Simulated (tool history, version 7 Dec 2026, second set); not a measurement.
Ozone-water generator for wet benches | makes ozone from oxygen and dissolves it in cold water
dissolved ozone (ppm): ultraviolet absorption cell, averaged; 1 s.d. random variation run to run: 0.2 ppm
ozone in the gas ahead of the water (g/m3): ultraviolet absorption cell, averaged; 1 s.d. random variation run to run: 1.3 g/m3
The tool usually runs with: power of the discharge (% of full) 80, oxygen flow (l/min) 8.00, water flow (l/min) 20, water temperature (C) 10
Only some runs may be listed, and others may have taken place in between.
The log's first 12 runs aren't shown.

run    hour  power of the discharge (% of full)  oxygen flow (l/min)  water flow (l/min)  water temperature (C)  dissolved ozone (ppm)  ozone in the gas ahead of the water (g/m3)
 13  1429.7                                  80                 8.00                  20                     10                   27.7                                       238.2
 14  1569.2                                  80                 8.00                  20                     10                   27.9                                       236.8
 15  1681.0                                  80                 8.00                  20                     10                   28.0                                       236.4
 16  1771.6                                  80                 8.00                  20                     10                   27.8                                       239.3
 17  1848.4                                  80                 8.00                  21                     10                   26.6                                       237.2
 18  1926.9                                  80                 8.00                  21                     10                   26.6                                       237.5
 19  2003.3                                  80                 8.00                  21                     10                   26.6                                       237.0
     2034.5  -- water thermometer calibrated
 20  2148.2                                  80                 8.10                  20                     10                   27.3                                       232.5
 21  2288.4                                  55                 8.00                  20                      5                   23.5                                       185.9
 22  2435.1                                  55                 6.32                  17                      5                   27.8                                       214.2
 23  2554.8                                  55                 6.32                  17                      5                   27.4                                       216.0
 24  2673.2                                  55                 6.32                  17                      5                   27.6                                       219.2

Run 25, settings as shown, results not yet in. Your forecast:
 25  2756.1                                  63                 8.00                  13                     10                      ?                                           ?

Run 25 produced dissolved ozone (ppm) 33.7, ozone in the gas ahead of the water (g/m3) 203.4.
Minus the tool's unlogged condition, the same run would have read dissolved ozone (ppm) 33.8, ozone in the gas ahead of the water (g/m3) 203.7.
